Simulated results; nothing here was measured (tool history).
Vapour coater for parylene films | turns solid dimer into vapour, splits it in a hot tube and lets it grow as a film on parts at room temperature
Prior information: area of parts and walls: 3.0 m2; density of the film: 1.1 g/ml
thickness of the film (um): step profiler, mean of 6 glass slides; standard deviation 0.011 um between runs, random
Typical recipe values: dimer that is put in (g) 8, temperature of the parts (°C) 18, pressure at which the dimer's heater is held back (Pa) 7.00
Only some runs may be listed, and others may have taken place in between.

run    hour  dimer that is put in (g)  temperature of the parts (°C)  pressure at which the dimer's heater is held back (Pa)  thickness of the film (um)
  1     0.0                         8                             18                                                    7.00                        1.39
  2    57.7                         8                             11                                                    7.00                        1.64
  3   108.4                         8                             18                                                    7.00                        1.37
      147.4  -- trap's valve overhauled
  4   163.2                        10                             18                                                    7.00                        1.95
  5   214.8                        10                             18                                                    7.00                        1.93
  6   258.8                         8                             18                                                    3.86                        1.60
  7   338.6                         8                             18                                                    3.86                        1.55
  8   401.8                         8                             18                                                    3.86                        1.56
  9   438.3                         8                             18                                                    3.86                        1.56
      491.1  -- table's thermometer calibrated
 10   498.2                         8                             18                                                    8.97                        1.48
 11   549.2                         8                             18                                                    9.18                        1.46
 12   627.4                         8                             18                                                    9.18                        1.44
 13   698.0                         8                             10                                                    9.18                        1.72
 14   743.4                         8                             18                                                    7.00                        1.45
 15   789.4                         8                             18                                                    7.00                        1.43
 16   844.6                         8                             18                                                    7.00                        1.42
 17   883.0                         8                             18                                                    9.48                        1.41
 18   944.0                        12                             18                                                    9.93                        2.07
 19  1013.5                        12                             18                                                    9.93                        2.03
 20  1067.9                         5                             17                                                    9.93                        0.85
     1132.9  -- trap's valve overhauled
 21  1132.9                         6                             24                                                    7.08                        1.01
 22  1187.0                         8                             18                                                    3.19                        1.65
 23  1242.0                         8                             18                                                    3.19                        1.64
 24  1277.1                         8                             18                                                    3.19                        1.63
 25  1311.9                         8                             18                                                    3.19                        1.63
 26  1350.4                        13                             12                                                    2.40                        3.05
 27  1386.5                        13                             12                                                    2.40                        3.01
 28  1442.7                         9                             23                                                    5.17                        1.51
 29  1523.0                         8                             18                                                    2.35                        1.60
 30  1580.5                        10                             18                                                   11.27                        1.76
 31  1634.7                        10                             18                                                   11.27                        1.74
 32  1678.3                        10                             18                                                   11.27                        1.73

Some steps in thickness of the film (um) between neighbouring runs. How much of each would the tool show without its hidden state too (settings, what came in, random variation), and how much is left for the hidden state, with any gauge scatter that isn't in both results?
Hidden state present: vapour lost through the trap's worn valve, %; true temperature of the parts over the reading, C; drift of the gauge itself on film_um, %.
Run 3 -> 4: dimer that is put in (g) 8 -> 10, trap's valve overhauled. thickness of the film (um) +0.58: hidden state +0.18, all else +0.40.
Run 19 -> 20: dimer that is put in (g) 12 -> 5, temperature of the parts (°C) 18 -> 17. thickness of the film (um) -1.18: hidden state +0.14, all else -1.32.
Run 20 -> 21: dimer that is put in (g) 5 -> 6, temperature of the parts (°C) 17 -> 24, pressure at which the dimer's heater is held back (Pa) 9.93 -> 7.08, trap's valve overhauled. thickness of the film (um) +0.16: hidden state +0.11, all else +0.05.
Run 25 -> 26: dimer that is put in (g) 8 -> 13, temperature of the parts (°C) 18 -> 12, pressure at which the dimer's heater is held back (Pa) 3.19 -> 2.40. thickness of the film (um) +1.42: hidden state -0.07, all else +1.49.
Run 27 -> 28: dimer that is put in (g) 13 -> 9, temperature of the parts (°C) 12 -> 23, pressure at which the dimer's heater is held back (Pa) 2.40 -> 5.17. thickness of the film (um) -1.50: hidden state +0.05, all else -1.55.

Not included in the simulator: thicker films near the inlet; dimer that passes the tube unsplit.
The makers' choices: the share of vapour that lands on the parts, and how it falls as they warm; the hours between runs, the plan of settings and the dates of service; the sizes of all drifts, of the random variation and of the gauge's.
